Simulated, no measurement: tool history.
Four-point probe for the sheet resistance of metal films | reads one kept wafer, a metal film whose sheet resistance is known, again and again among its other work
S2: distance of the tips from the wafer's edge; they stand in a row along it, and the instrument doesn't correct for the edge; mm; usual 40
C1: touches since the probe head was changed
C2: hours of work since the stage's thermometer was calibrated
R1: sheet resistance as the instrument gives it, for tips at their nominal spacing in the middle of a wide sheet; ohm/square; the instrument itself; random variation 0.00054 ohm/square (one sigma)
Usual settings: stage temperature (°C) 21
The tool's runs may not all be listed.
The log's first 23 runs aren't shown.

run 24 hour=783.2 | stage_temperature_(°C)=32 S2=16 | C1=35740 C2=122 | R1=2.674614
-- hour=805.0 stage's thermometer calibrated, once more
run 25 hour=827.4 | stage_temperature_(°C)=32 S2=16 | C1=36999 C2=17 | R1=2.676583
run 26 hour=848.5 | stage_temperature_(°C)=32 S2=16 | C1=37606 C2=33 | R1=2.675958
run 27 hour=897.9 | stage_temperature_(°C)=23 S2=37 | C1=39028 C2=71 | R1=2.697290
run 28 hour=939.8 | stage_temperature_(°C)=23 S2=37 | C1=40234 C2=103 | R1=2.697595
run 29 hour=979.3 | stage_temperature_(°C)=23 S2=37 | C1=41369 C2=133 | R1=2.699145
run 30 hour=1018.3 | stage_temperature_(°C)=23 S2=37 | C1=42494 C2=163 | R1=2.698253
run 31 hour=1043.8 | stage_temperature_(°C)=28 S2=33 | C1=43226 C2=182 | R1=2.683543
run 32 hour=1066.2 | stage_temperature_(°C)=21 S2=4 | C1=43871 C2=199 | R1=2.843041
run 33 hour=1087.6 | stage_temperature_(°C)=22 S2=24 | C1=44488 C2=216 | R1=2.704716
run 34 hour=1116.5 | stage_temperature_(°C)=25 S2=4 | C1=45318 C2=238 | R1=2.829844
run 35 hour=1160.0 | stage_temperature_(°C)=18 S2=26 | C1=46570 C2=271 | R1=2.717270
run 36 hour=1182.5 | stage_temperature_(°C)=19 S2=15 | C1=47219 C2=288 | R1=2.721828
run 37 hour=1215.4 | stage_temperature_(°C)=18 S2=25 | C1=48167 C2=313 | R1=2.717825
run 38 hour=1237.6 | stage_temperature_(°C)=31 S2=6 | C1=48805 C2=330 | R1=2.736825
run 39 hour=1267.4 | stage_temperature_(°C)=31 S2=6 | C1=49664 C2=353 | R1=2.738089
run 40 hour=1300.4 | stage_temperature_(°C)=31 S2=6 | C1=50612 C2=378 | R1=2.737419
run 41 hour=1349.5 | stage_temperature_(°C)=21 S2=6 | C1=52025 C2=416 | R1=2.769266
run 42 hour=1399.3 | stage_temperature_(°C)=31 S2=5 | C1=53460 C2=454 | R1=2.764970
run 43 hour=1428.1 | stage_temperature_(°C)=31 S2=5 | C1=54287 C2=476 | R1=2.765215
run 44 hour=1465.0 | stage_temperature_(°C)=31 S2=5 | C1=55349 C2=504 | R1=2.765917
run 45 hour=1514.6 | stage_temperature_(°C)=31 S2=5 | C1=56778 C2=542 | R1=2.765163

Forecast each of these 4 alternatives for the next run:
run A hour=1554.6 | stage_temperature_(°C)=21 S2=7 | C1=57928 C2=573 | R1=?
run B hour=1554.6 | stage_temperature_(°C)=31 S2=5 | C1=57928 C2=573 | R1=?
run C hour=1554.6 | stage_temperature_(°C)=18 S2=73 | C1=57928 C2=573 | R1=?
run D hour=1554.6 | stage_temperature_(°C)=21 S2=5 | C1=57928 C2=573 | R1=?

run=A R1=2.754783
run=B R1=2.766082
run=C R1=2.716799
run=D R1=2.797810
Without the tool's hidden state the same runs would have given:
run=A R1=2.730805
run=B R1=2.742017
run=C R1=2.693125
run=D R1=2.773492
